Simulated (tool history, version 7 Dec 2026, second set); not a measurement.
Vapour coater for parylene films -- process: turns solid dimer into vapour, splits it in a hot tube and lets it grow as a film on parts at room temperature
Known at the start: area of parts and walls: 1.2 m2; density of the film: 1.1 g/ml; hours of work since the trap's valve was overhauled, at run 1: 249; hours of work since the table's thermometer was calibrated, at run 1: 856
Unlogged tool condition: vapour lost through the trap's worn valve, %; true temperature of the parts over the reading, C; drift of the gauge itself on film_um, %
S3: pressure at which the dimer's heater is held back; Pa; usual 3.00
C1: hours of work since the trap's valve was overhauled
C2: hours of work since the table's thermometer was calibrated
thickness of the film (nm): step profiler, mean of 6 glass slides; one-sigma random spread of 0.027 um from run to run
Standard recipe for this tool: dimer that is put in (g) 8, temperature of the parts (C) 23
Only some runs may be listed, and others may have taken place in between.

Run 1, hour 0.0: usual settings; C1 249; C2 856. Result: thickness of the film (nm) 3550.
Run 2, hour 32.7: usual settings but dimer that is put in (g) 14; C1 268; C2 875. Result: thickness of the film (nm) 6320.
Run 3, hour 50.4: usual settings but dimer that is put in (g) 4; C1 278; C2 885. Result: thickness of the film (nm) 1810.
Run 4, hour 69.4: usual settings but dimer that is put in (g) 14; C1 289; C2 896. Result: thickness of the film (nm) 6230.
At hour 110.7: trap's valve overhauled.
Run 5, hour 114.4: usual settings but dimer that is put in (g) 14; C1 2; C2 920. Result: thickness of the film (nm) 6320.
Run 6, hour 134.1: usual settings but dimer that is put in (g) 14; C1 13; C2 931. Result: thickness of the film (nm) 6350.
Run 7, hour 167.2: usual settings but dimer that is put in (g) 14; C1 33; C2 950. Result: thickness of the film (nm) 6210.
Run 8, hour 204.2: usual settings but dimer that is put in (g) 14; C1 54; C2 971. Result: thickness of the film (nm) 6270.
Run 9, hour 228.8: usual settings but S3 10.30 Pa; C1 68; C2 986. Result: thickness of the film (nm) 3270.
Run 10, hour 261.6: usual settings but dimer that is put in (g) 3, temperature of the parts (C) 19, S3 3.01 Pa; C1 87; C2 1004. Result: thickness of the film (nm) 1490.
Run 11, hour 301.6: usual settings but dimer that is put in (g) 4, temperature of the parts (C) 20; C1 110; C2 1028. Result: thickness of the film (nm) 1960.
Run 12, hour 327.0: usual settings but dimer that is put in (g) 10, temperature of the parts (C) 17, S3 6.41 Pa; C1 125; C2 1042. Result: thickness of the film (nm) 5000.
Run 13, hour 347.2: usual settings but dimer that is put in (g) 10, temperature of the parts (C) 15, S3 2.60 Pa; C1 136; C2 1054. Result: thickness of the film (nm) 5660.
Run 14, hour 388.9: usual settings but dimer that is put in (g) 4, S3 3.17 Pa; C1 160; C2 1078. Result: thickness of the film (nm) 1820.
Run 15, hour 422.0: usual settings but dimer that is put in (g) 4, S3 3.17 Pa; C1 179; C2 1097. Result: thickness of the film (nm) 1760.
Run 16, hour 462.1: usual settings but dimer that is put in (g) 7, temperature of the parts (C) 15, S3 4.15 Pa; C1 202; C2 1120. Result: thickness of the film (nm) 3800.
Run 17, hour 489.9: usual settings but dimer that is put in (g) 13, temperature of the parts (C) 33, S3 8.70 Pa; C1 218; C2 1136. Result: thickness of the film (nm) 4130.

What if the next run were any one of these 3? Each begins from the tool's condition after run 17:
Run A, hour 507.9: usual settings but temperature of the parts (C) 35, S3 11.35 Pa; C1 229; C2 1146. Result: thickness of the film (nm) ?.
Run B, hour 507.9: usual settings but dimer that is put in (g) 10, S3 6.29 Pa; C1 229; C2 1146. Result: thickness of the film (nm) ?.
Run C, hour 507.9: usual settings but dimer that is put in (g) 4, temperature of the parts (C) 17, S3 11.04 Pa; C1 229; C2 1146. Result: thickness of the film (nm) ?.

run  thickness of the film (nm)
  A                        2340
  B                        4240
  C                        1880
With no hidden state in the tool, these same runs would have given:
run  thickness of the film (nm)
  A                        2350
  B                        4250
  C                        1890
